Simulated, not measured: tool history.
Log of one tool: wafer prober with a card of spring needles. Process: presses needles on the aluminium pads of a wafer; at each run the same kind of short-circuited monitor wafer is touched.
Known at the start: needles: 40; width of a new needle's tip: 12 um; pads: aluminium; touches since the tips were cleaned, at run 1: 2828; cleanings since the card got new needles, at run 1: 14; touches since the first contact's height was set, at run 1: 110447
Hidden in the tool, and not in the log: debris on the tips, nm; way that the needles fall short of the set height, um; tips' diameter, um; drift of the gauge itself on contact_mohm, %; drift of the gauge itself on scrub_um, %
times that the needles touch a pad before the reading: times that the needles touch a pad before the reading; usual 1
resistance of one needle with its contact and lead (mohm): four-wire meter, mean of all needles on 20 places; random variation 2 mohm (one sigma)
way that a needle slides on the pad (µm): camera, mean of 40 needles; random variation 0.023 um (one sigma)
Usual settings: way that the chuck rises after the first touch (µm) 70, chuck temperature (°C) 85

| run | hour | way that the chuck rises after the first touch (µm) | chuck temperature (°C) | times that the needles touch a pad before the reading | touches since the tips were cleaned | cleanings since the card got new needles | touches since the first contact's height was set | resistance of one needle with its contact and lead (mohm) | way that a needle slides on the pad (µm) |
|---|---|---|---|---|---|---|---|---|---|
| 1 | 0 | 70 | 85 | 1 | 2828 | 14 | 110447 | 236 | 15.59 |
|  | 5.9 | tips cleaned on abrasive film |
|  | 17.2 | tips cleaned on abrasive film |
|  | 28.3 | tips cleaned on abrasive film |
| 2 | 29.5 | 70 | 85 | 1 | 783 | 17 | 130922 | 227 | 15.5 |
|  | 40 | tips cleaned on abrasive film |
|  | 43.6 | height of the first contact set anew |
|  | 51.2 | tips cleaned on abrasive film |
|  | 61.4 | tips cleaned on abrasive film |
| 3 | 61.8 | 70 | 85 | 1 | 302 | 20 | 12609 | 228 | 15.8 |
|  | 71.9 | tips cleaned on abrasive film |
|  | 83.3 | tips cleaned on abrasive film |
| 4 | 89.9 | 70 | 85 | 1 | 4648 | 22 | 32215 | 238 | 15.85 |
|  | 93.7 | tips cleaned on abrasive film |
|  | 104.1 | tips cleaned on abrasive film |
|  | 115.3 | tips cleaned on abrasive film |
| 5 | 117 | 70 | 85 | 1 | 1170 | 25 | 51029 | 232 | 15.75 |
|  | 127.1 | tips cleaned on abrasive film |
| 6 | 132.1 | 70 | 85 | 1 | 3516 | 26 | 61587 | 236 | 15.71 |
|  | 139 | tips cleaned on abrasive film |
|  | 149.1 | tips cleaned on abrasive film |
|  | 160.8 | tips cleaned on abrasive film |
| 7 | 162.4 | 70 | 85 | 1 | 1105 | 29 | 82628 | 229 | 15.65 |
|  | 171.5 | tips cleaned on abrasive film |
|  | 182.6 | tips cleaned on abrasive film |
| 8 | 188 | 69 | 85 | 1 | 3746 | 31 | 100467 | 236 | 15.35 |
|  | 193 | tips cleaned on abrasive film |
|  | 203 | tips cleaned on abrasive film |
| 9 | 212.4 | 69 | 85 | 1 | 6635 | 33 | 117503 | 247 | 15.36 |
|  | 215 | tips cleaned on abrasive film |
|  | 226.5 | tips cleaned on abrasive film |
| 10 | 235.7 | 70 | 85 | 1 | 6522 | 35 | 133741 | 246 | 15.52 |
|  | 238.3 | tips cleaned on abrasive film |
|  | 244.9 | height of the first contact set anew |
|  | 249.4 | tips cleaned on abrasive film |
| 11 | 252.1 | 70 | 85 | 2 | 1922 | 37 | 5022 | 228 | 15.87 |
|  | 260.5 | tips cleaned on abrasive film |
|  | 270.7 | tips cleaned on abrasive film |
| 12 | 276.1 | 70 | 85 | 2 | 3751 | 39 | 21696 | 229 | 15.86 |
|  | 281.3 | tips cleaned on abrasive film |
|  | 292.9 | tips cleaned on abrasive film |
|  | 303.1 | tips cleaned on abrasive film |
| 13 | 305.9 | 70 | 85 | 2 | 1953 | 42 | 42411 | 229 | 15.75 |
|  | 313.8 | tips cleaned on abrasive film |
|  | 324.7 | tips cleaned on abrasive film |
| 14 | 332.8 | 70 | 85 | 2 | 5718 | 44 | 61219 | 237 | 15.74 |
|  | 334.9 | tips cleaned on abrasive film |
|  | 347.2 | tips cleaned on abrasive film |
| 15 | 355.4 | 70 | 85 | 2 | 5776 | 46 | 76913 | 237 | 15.7 |
|  | 357.9 | tips cleaned on abrasive film |
|  | 368.9 | tips cleaned on abrasive film |
|  | 380.8 | tips cleaned on abrasive film |
| 16 | 386.9 | 53 | 85 | 1 | 4340 | 49 | 98872 | 264 | 11.76 |
|  | 391.3 | tips cleaned on abrasive film |
|  | 402.5 | tips cleaned on abrasive film |
| 17 | 403.2 | 52 | 86 | 2 | 461 | 51 | 110126 | 230 | 11.48 |
|  | 413.5 | tips cleaned on abrasive film |
|  | 424.5 | tips cleaned on abrasive film |
| 18 | 434.3 | 68 | 65 | 1 | 6861 | 53 | 131840 | 245 | 15.07 |
|  | 436.8 | tips cleaned on abrasive film |
|  | 447.1 | tips cleaned on abrasive film |
|  | 447.4 | height of the first contact set anew |
| 19 | 452.9 | 68 | 65 | 1 | 3843 | 55 | 3843 | 234 | 15.46 |
|  | 458.7 | tips cleaned on abrasive film |
| 20 | 467.4 | 68 | 65 | 1 | 6106 | 56 | 14006 | 246 | 15.43 |
|  | 470 | tips cleaned on abrasive film |
|  | 481.4 | tips cleaned on abrasive film |
|  | 491.8 | tips cleaned on abrasive film |
| 21 | 491.9 | 61 | 109 | 2 | 21 | 59 | 30966 | 235 | 13.79 |
|  | 504 | tips cleaned on abrasive film |
| 22 | 511.1 | 89 | 85 | 1 | 5012 | 60 | 44406 | 235 | 20.12 |
|  | 515.3 | tips cleaned on abrasive film |
|  | 526.9 | tips cleaned on abrasive film |
|  | 539.1 | tips cleaned on abrasive film |
| 23 | 541.9 | 89 | 85 | 1 | 1955 | 63 | 65830 | 229 | 20.01 |
|  | 549.4 | tips cleaned on abrasive film |
|  | 560.5 | tips cleaned on abrasive film |
| 24 | 561.2 | 52 | 35 | 2 | 523 | 65 | 79249 | 222 | 11.59 |
|  | 572.3 | tips cleaned on abrasive film |
|  | 582.6 | tips cleaned on abrasive film |
| 25 | 590.9 | 61 | 61 | 3 | 5888 | 67 | 99991 | 228 | 13.59 |
|  | 593.5 | tips cleaned on abrasive film |
|  | 603.5 | tips cleaned on abrasive film |
| 26 | 609.6 | 70 | 54 | 2 | 4258 | 69 | 112958 | 228 | 15.62 |
|  | 614.6 | tips cleaned on abrasive film |
|  | 624.7 | tips cleaned on abrasive film |
| 27 | 630.4 | 70 | 54 | 2 | 3995 | 71 | 127399 | 234 | 15.53 |
|  | 634.9 | tips cleaned on abrasive film |
|  | 645.5 | tips cleaned on abrasive film |
|  | 649.6 | height of the first contact set anew |
| 28 | 652.5 | 66 | 57 | 1 | 4681 | 73 | 2078 | 247 | 14.98 |
|  | 656.8 | tips cleaned on abrasive film |
|  | 667.4 | tips cleaned on abrasive film |
| 29 | 676.6 | 62 | 51 | 2 | 6490 | 75 | 18863 | 236 | 14.05 |

The same runs without the tool's hidden state, with the same run-to-run variation:
| run | resistance of one needle with its contact and lead (mohm) | way that a needle slides on the pad (µm) |
|---|---|---|
| 1 | 219 | 15.89 |
| 2 | 219 | 15.87 |
| 3 | 224 | 15.85 |
| 4 | 218 | 15.94 |
| 5 | 222 | 15.9 |
| 6 | 219 | 15.88 |
| 7 | 220 | 15.88 |
| 8 | 217 | 15.63 |
| 9 | 221 | 15.68 |
| 10 | 220 | 15.89 |
| 11 | 219 | 15.89 |
| 12 | 217 | 15.92 |
| 13 | 220 | 15.87 |
| 14 | 222 | 15.91 |
| 15 | 221 | 15.91 |
| 16 | 226 | 12.04 |
| 17 | 223 | 11.8 |
| 18 | 213 | 15.43 |
| 19 | 213 | 15.46 |
| 20 | 217 | 15.45 |
| 21 | 231 | 13.89 |
| 22 | 219 | 20.24 |
| 23 | 221 | 20.2 |
| 24 | 212 | 11.82 |
| 25 | 213 | 13.86 |
| 26 | 211 | 15.93 |
| 27 | 217 | 15.87 |
| 28 | 216 | 14.98 |
| 29 | 212 | 14.09 |
